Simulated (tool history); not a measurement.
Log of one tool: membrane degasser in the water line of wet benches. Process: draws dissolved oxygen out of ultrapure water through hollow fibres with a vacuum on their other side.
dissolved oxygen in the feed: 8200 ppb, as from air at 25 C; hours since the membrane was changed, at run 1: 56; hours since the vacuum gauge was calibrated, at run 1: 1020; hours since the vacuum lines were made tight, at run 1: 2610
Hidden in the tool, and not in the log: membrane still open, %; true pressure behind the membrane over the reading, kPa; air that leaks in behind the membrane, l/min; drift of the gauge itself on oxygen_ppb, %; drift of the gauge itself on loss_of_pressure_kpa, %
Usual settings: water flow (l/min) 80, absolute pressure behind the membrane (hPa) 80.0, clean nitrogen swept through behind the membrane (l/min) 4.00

run,day,water flow (l/min),absolute pressure behind the membrane (hPa),clean nitrogen swept through behind the membrane (l/min),hours since the membrane was changed,hours since the vacuum gauge was calibrated,hours since the vacuum lines were made tight,dissolved oxygen in the water behind the degasser (ppb),pressure that the water loses in the fibres (hPa)
1,0.000,80,80.0,4.00,56,1020,2610,436.1,420.1
2,2.546,58,80.0,4.00,117,1081,2672,287.6,304.1
3,3.792,58,80.0,4.00,147,1111,2702,284.4,301.7
4,5.779,80,76.2,4.00,195,1158,2749,417.2,420.4
5,7.396,80,78.3,4.00,234,1197,2788,432.9,416.6
6,8.625,80,138.7,4.00,263,1227,2817,678.6,417.8
7,10.792,80,138.7,4.00,315,1279,2869,660.5,419.8
8,11.917,80,138.7,4.00,342,1306,2896,678.3,421.1
9,13.133,80,138.7,4.00,372,1335,2926,664.4,417.0
10,15.100,80,138.7,4.00,419,1382,2973,656.7,420.3
11,16.400,81,80.0,4.00,450,1413,3004,452.6,422.6
12,18.254,81,80.0,4.00,495,1458,3049,444.9,427.8
13,20.254,80,80.0,6.03,543,1506,3097,371.5,418.7
14,22.717,80,80.0,6.03,602,1565,3156,372.2,421.8
15,25.412,79,49.8,4.00,666,1630,3220,301.1,416.9
16,27.338,79,59.2,6.99,713,1676,3267,302.7,415.9
17,28.542,105,80.0,4.00,741,1705,3296,621.6,554.9
18,30.271,69,185.5,4.00,783,1746,3337,718.2,363.4
19,33.017,69,185.5,4.00,849,1812,3403,731.5,365.0
20,35.446,69,185.5,4.00,907,1870,3461,723.4,363.3
21,37.783,69,185.5,4.00,963,1927,3517,720.7,366.1
22,39.725,80,51.2,3.21,1010,1973,3564,338.9,419.1
23,42.233,80,51.2,4.78,1070,2033,3624,310.6,421.2
24,44.746,50,64.5,4.95,1130,2094,3684,172.1,263.3
25,46.354,50,64.5,4.95,1169,2132,3723,173.4,263.8
26,48.288,86,106.6,1.97,1215,2179,3769,856.1,455.5
27,49.808,92,107.0,4.00,1252,2215,3806,642.4,486.6
28,51.004,80,133.9,6.43,1281,2244,3835,507.2,423.4

Forecast each of these 4 alternatives for the next run:
A,53.542,83,68.6,5.59,1341,2305,3895,?,?
B,53.542,57,65.7,2.02,1341,2305,3895,?,?
C,53.542,80,116.3,4.00,1341,2305,3895,?,?
D,53.542,60,80.0,4.00,1341,2305,3895,?,?

run,dissolved oxygen in the water behind the degasser (ppb),pressure that the water loses in the fibres (hPa)
A,376.4,437.2
B,323.9,300.7
C,588.4,419.8
D,299.6,316.9
Without the tool's hidden state the same runs would have given:
run,dissolved oxygen in the water behind the degasser (ppb),pressure that the water loses in the fibres (hPa)
A,367.9,434.0
B,316.5,298.5
C,579.5,416.7
D,293.0,314.6
